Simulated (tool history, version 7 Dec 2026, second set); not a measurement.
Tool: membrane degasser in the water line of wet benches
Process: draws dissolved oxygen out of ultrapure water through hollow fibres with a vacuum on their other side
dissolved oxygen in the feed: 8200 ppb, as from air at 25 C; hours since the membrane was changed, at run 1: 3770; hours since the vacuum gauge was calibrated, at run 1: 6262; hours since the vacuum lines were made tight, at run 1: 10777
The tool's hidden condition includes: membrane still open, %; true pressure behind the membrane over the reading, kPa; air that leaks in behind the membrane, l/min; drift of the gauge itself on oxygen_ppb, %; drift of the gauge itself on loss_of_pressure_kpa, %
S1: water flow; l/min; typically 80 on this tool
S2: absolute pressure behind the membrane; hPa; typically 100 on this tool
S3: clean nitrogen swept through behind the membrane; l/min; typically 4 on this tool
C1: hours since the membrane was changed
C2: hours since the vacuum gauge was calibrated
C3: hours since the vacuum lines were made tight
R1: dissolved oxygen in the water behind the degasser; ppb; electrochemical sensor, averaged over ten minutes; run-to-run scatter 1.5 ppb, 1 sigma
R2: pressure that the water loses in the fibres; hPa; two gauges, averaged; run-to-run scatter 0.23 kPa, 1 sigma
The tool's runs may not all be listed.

{"run": 1, "hour": 0.0, "S1": 80, "S2": 100, "S3": 4, "C1": 3770, "C2": 6262, "C3": 10777, "R1": 318, "R2": 586.7}
{"hour": 56.3, "done": "seals of the vacuum lines changed"}
{"run": 2, "hour": 101.0, "S1": 80, "S2": 100, "S3": 4, "C1": 3869, "C2": 6361, "C3": 45, "R1": 317.3, "R2": 586.5}
{"run": 3, "hour": 168.4, "S1": 80, "S2": 100, "S3": 4, "C1": 3936, "C2": 6428, "C3": 112, "R1": 316.9, "R2": 585}
{"run": 4, "hour": 228.1, "S1": 80, "S2": 100, "S3": 6.21, "C1": 3996, "C2": 6488, "C3": 172, "R1": 216.4, "R2": 585}
{"run": 5, "hour": 295.7, "S1": 80, "S2": 128, "S3": 4, "C1": 4063, "C2": 6555, "C3": 239, "R1": 429, "R2": 587.6}
{"run": 6, "hour": 357.8, "S1": 80, "S2": 100, "S3": 4, "C1": 4125, "C2": 6618, "C3": 302, "R1": 316.9, "R2": 587.3}
{"run": 7, "hour": 452.3, "S1": 80, "S2": 100, "S3": 4, "C1": 4220, "C2": 6712, "C3": 396, "R1": 317.8, "R2": 588.7}
{"run": 8, "hour": 544.6, "S1": 80, "S2": 100, "S3": 4, "C1": 4312, "C2": 6804, "C3": 488, "R1": 314.7, "R2": 591.8}
{"run": 9, "hour": 626.1, "S1": 80, "S2": 100, "S3": 4, "C1": 4394, "C2": 6886, "C3": 570, "R1": 318, "R2": 591.7}
{"hour": 636.4, "done": "vacuum gauge calibrated"}
{"run": 10, "hour": 741.7, "S1": 80, "S2": 100, "S3": 4, "C1": 4509, "C2": 105, "C3": 685, "R1": 324.5, "R2": 588}
{"run": 11, "hour": 821.2, "S1": 125, "S2": 100, "S3": 4, "C1": 4588, "C2": 185, "C3": 764, "R1": 492.2, "R2": 925.4}
{"run": 12, "hour": 926.7, "S1": 110, "S2": 100, "S3": 4, "C1": 4694, "C2": 290, "C3": 870, "R1": 439.1, "R2": 813.9}
{"run": 13, "hour": 1026.1, "S1": 81, "S2": 100, "S3": 4, "C1": 4793, "C2": 390, "C3": 969, "R1": 325.2, "R2": 595.6}
{"hour": 1062.5, "done": "vacuum gauge calibrated, once more"}
{"run": 14, "hour": 1124.9, "S1": 81, "S2": 196, "S3": 4, "C1": 4892, "C2": 62, "C3": 1068, "R1": 687.8, "R2": 597.3}
{"run": 15, "hour": 1228.1, "S1": 80, "S2": 100, "S3": 4, "C1": 4995, "C2": 166, "C3": 1171, "R1": 297.6, "R2": 588.3}
{"run": 16, "hour": 1297.7, "S1": 80, "S2": 100, "S3": 4, "C1": 5064, "C2": 235, "C3": 1240, "R1": 301.1, "R2": 593.9}
{"run": 17, "hour": 1375.5, "S1": 94, "S2": 100, "S3": 2.47, "C1": 5142, "C2": 313, "C3": 1318, "R1": 509, "R2": 696.3}
{"run": 18, "hour": 1458.0, "S1": 82, "S2": 106, "S3": 3.56, "C1": 5225, "C2": 395, "C3": 1401, "R1": 368.7, "R2": 608.1}
{"run": 19, "hour": 1585.3, "S1": 68, "S2": 167, "S3": 3.56, "C1": 5352, "C2": 523, "C3": 1528, "R1": 546.7, "R2": 505.2}
{"run": 20, "hour": 1711.9, "S1": 66, "S2": 150, "S3": 3.04, "C1": 5478, "C2": 649, "C3": 1655, "R1": 536.9, "R2": 489.8}
{"run": 21, "hour": 1821.5, "S1": 52, "S2": 217, "S3": 5.22, "C1": 5588, "C2": 759, "C3": 1764, "R1": 418.5, "R2": 387.8}
{"run": 22, "hour": 1953.9, "S1": 127, "S2": 102, "S3": 3.45, "C1": 5721, "C2": 891, "C3": 1897, "R1": 537.4, "R2": 943}
{"run": 23, "hour": 2041.4, "S1": 127, "S2": 210, "S3": 6.44, "C1": 5808, "C2": 979, "C3": 1984, "R1": 756, "R2": 942.5}
{"run": 24, "hour": 2171.3, "S1": 93, "S2": 101, "S3": 3.53, "C1": 5938, "C2": 1109, "C3": 2114, "R1": 394, "R2": 692.9}
{"run": 25, "hour": 2301.5, "S1": 78, "S2": 146, "S3": 4, "C1": 6068, "C2": 1239, "C3": 2244, "R1": 482.4, "R2": 577.3}
{"run": 26, "hour": 2388.1, "S1": 78, "S2": 146, "S3": 4, "C1": 6155, "C2": 1326, "C3": 2331, "R1": 481.7, "R2": 582.5}
{"run": 27, "hour": 2487.4, "S1": 53, "S2": 183, "S3": 4, "C1": 6254, "C2": 1425, "C3": 2430, "R1": 444.6, "R2": 395.1}
{"run": 28, "hour": 2610.9, "S1": 53, "S2": 183, "S3": 4, "C1": 6378, "C2": 1548, "C3": 2554, "R1": 445.4, "R2": 394}
{"run": 29, "hour": 2687.2, "S1": 53, "S2": 183, "S3": 10.58, "C1": 6454, "C2": 1625, "C3": 2630, "R1": 183.7, "R2": 392.3}

Estimate the outcome of run 30 from the log above:
{"run": 30, "hour": 2804.7, "S1": 53, "S2": 183, "S3": 10.58, "C1": 6571, "C2": 1742, "C3": 2747, "R1": "?", "R2": "?"}

R1: 182.9 ppb
R2: 392.2 hPa
On a tool with no hidden condition, and with the same random variation, this run would have come out at R1 180.6 ppb, R2 376.4 hPa.
